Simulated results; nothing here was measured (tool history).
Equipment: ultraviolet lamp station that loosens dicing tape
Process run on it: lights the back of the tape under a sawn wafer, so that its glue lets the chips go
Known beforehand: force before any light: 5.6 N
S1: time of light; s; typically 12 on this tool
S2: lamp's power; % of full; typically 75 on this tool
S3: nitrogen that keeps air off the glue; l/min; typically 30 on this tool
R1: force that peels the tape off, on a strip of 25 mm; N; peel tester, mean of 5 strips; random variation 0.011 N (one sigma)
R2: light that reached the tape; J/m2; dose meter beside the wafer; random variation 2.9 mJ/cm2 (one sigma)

run,hour,S1,S2,S3,R1,R2
1,0,12,75,30,0.629,3710
2,63.2,12,75,30,0.632,3690
# hour 68.8: window cleaned of glue's vapour
3,109.1,12,75,30,0.564,3980
4,179,12,75,30,0.569,3930
5,222.5,12,75,30,0.584,3900
6,270.2,12,75,30,0.585,3900
7,311.7,12,81,30,0.506,4180
8,363,12,81,22,0.604,4160
9,416.7,12,81,22,0.621,4110
10,475.2,7,75,30,1.453,2210
11,524.5,7,75,30,1.494,2170
12,592.3,7,73,13,2.086,2130
13,655.7,7,73,13,2.112,2040
14,708.1,13,73,23,0.704,3820
15,774.2,22,74,23,0.244,6430
16,817.4,12,75,11,1.138,3530
17,852.4,12,89,17,0.691,4210
18,923.4,6,89,27,1.675,2100
19,992.8,6,89,27,1.613,2040
20,1059.1,6,89,27,1.667,2030

Here are 3 independent what-if runs from the current tool condition. What would each one return?
A,1131.1,6,96,27,?,?
B,1131.1,12,75,31,?,?
C,1131.1,12,69,30,?,?

run,R1,R2
A,1.585,2130
B,0.751,3390
C,0.844,3050
Without the tool's hidden state the same runs would have given:
run,R1,R2
A,1.203,2620
B,0.505,4170
C,0.582,3760
